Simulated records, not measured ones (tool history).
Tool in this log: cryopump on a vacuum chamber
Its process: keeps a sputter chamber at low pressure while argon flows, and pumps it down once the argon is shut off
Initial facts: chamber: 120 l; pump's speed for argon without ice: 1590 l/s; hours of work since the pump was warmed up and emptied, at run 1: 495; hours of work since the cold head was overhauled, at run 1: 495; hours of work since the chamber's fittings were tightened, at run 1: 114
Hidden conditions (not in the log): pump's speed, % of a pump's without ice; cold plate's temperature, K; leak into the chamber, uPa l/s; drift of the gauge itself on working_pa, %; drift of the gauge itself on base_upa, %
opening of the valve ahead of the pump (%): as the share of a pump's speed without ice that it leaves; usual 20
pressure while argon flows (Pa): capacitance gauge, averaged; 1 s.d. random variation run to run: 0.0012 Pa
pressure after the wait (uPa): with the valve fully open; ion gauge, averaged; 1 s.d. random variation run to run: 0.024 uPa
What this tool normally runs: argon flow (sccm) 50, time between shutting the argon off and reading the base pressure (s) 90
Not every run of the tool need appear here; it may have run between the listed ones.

run	hour	argon flow (sccm)	time between shutting the argon off and reading the base pressure (s)	opening of the valve ahead of the pump (%)	hours of work since the pump was warmed up and emptied	hours of work since the cold head was overhauled	hours of work since the chamber's fittings were tightened	pressure while argon flows (Pa)	pressure after the wait (uPa)
1	0	50	90	20	495	495	114	0.2751	0.91
2	12.7	50	178	20	502	502	122	0.2744	0.61
3	24.9	50	90	49	509	509	128	0.1169	0.94
# hour 51.1: pump warmed up, emptied and cooled again
4	51.5	50	90	39	0	522	141	0.1357	0.91
5	64.5	50	90	39	8	529	148	0.1361	0.93
6	85.5	50	90	32	19	541	160	0.1671	0.88
7	108.1	50	90	32	32	554	173	0.1677	0.9
8	120.5	50	90	17	39	561	180	0.3131	0.93
9	142	50	90	20	51	573	192	0.2676	0.92
10	163	50	90	20	63	585	204	0.2664	0.91
11	180	50	57	20	73	594	213	0.2675	1.4
12	200	50	57	58	84	605	225	0.0926	1.32
13	212.8	27	90	20	91	613	232	0.1464	0.91
14	226.3	27	90	20	99	620	239	0.1454	0.96
15	248.7	50	90	20	112	633	252	0.268	0.94
16	268.2	50	90	20	123	644	263	0.2678	0.96
17	281.5	50	90	20	130	652	271	0.2671	0.97
18	299.6	28	90	27	140	662	281	0.1116	0.96
19	317.1	58	90	56	150	672	291	0.1127	0.91
20	326.2	58	90	56	156	677	296	0.1121	0.98
21	335.5	58	90	56	161	682	301	0.1146	0.97
22	345.8	58	90	56	167	688	307	0.1117	0.99
23	358.1	58	90	56	174	695	314	0.1128	0.96
24	369.8	37	90	20	180	701	321	0.1982	0.92
25	383.5	37	90	20	188	709	328	0.1993	1
26	405.9	21	90	45	201	722	341	0.0508	0.98

Run 27 has not been measured yet. What should we expect?
27	422.9	91	166	22	210	731	351	?	?

Run 27 gave pressure while argon flows (Pa) 0.447, pressure after the wait (uPa) 0.67.
If the tool had no hidden condition, the same run with the same run-to-run variation would have returned pressure while argon flows (Pa) 0.4407, pressure after the wait (uPa) 0.56.
